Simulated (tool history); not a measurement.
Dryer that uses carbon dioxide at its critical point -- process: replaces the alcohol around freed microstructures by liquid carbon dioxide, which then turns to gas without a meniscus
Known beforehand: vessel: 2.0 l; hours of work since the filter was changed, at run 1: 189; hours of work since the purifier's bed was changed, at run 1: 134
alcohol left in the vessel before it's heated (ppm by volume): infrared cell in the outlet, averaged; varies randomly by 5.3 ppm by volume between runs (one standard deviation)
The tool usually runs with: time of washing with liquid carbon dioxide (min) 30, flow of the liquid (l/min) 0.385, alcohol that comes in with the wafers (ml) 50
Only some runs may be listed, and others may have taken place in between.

run	hour	time of washing with liquid carbon dioxide (min)	flow of the liquid (l/min)	alcohol that comes in with the wafers (ml)	hours of work since the filter was changed	hours of work since the purifier's bed was changed	alcohol left in the vessel before it's heated (ppm by volume)
1	0.0	30	0.385	50	189	134	327
2	5.7	30	0.385	50	193	138	331
3	11.2	25	0.385	50	197	142	658
# hour 13.7: inlet filter changed
4	17.0	30	0.552	50	2	146	57
5	26.3	30	0.385	93	9	152	278
6	35.1	30	0.385	93	15	158	289
7	41.8	30	0.385	21	20	163	102
8	48.6	30	0.385	21	25	168	106
9	52.7	30	0.385	50	27	171	182
10	59.5	30	0.385	50	32	176	197
11	64.7	30	0.385	50	36	179	190
12	72.0	30	0.385	50	41	184	203
13	77.5	30	0.385	50	45	188	204
14	83.7	30	0.385	37	49	193	172
15	90.5	30	0.385	50	54	197	222
16	99.7	30	0.385	50	61	204	223
17	104.9	30	0.385	50	64	208	225
18	113.6	30	0.431	44	70	214	141
19	123.0	45	0.634	44	77	220	67
20	127.7	43	0.478	97	80	224	64
21	132.0	30	0.488	56	83	227	120
22	137.6	39	0.583	50	87	231	76
23	144.0	48	0.411	36	92	235	71
24	149.2	41	0.616	37	95	239	65
25	156.4	41	0.442	108	100	244	89
26	165.4	20	0.442	108	107	250	1366
27	174.1	46	0.385	89	113	256	98
28	180.1	43	0.364	47	117	261	112
29	185.3	44	0.284	50	121	264	226

4 options for the next run, each taken on its own from the tool as it stands now. Forecast them:
A	194.3	30	0.474	85	127	271	?
B	194.3	38	0.494	116	127	271	?
C	194.3	23	0.385	50	127	271	?
D	194.3	30	0.246	45	127	271	?

run	alcohol left in the vessel before it's heated (ppm by volume)
A	197
B	105
C	720
D	1244
With the hidden condition removed and each run's random variation left untouched, the same runs would have given:
run	alcohol left in the vessel before it's heated (ppm by volume)
A	62
B	17
C	410
D	803
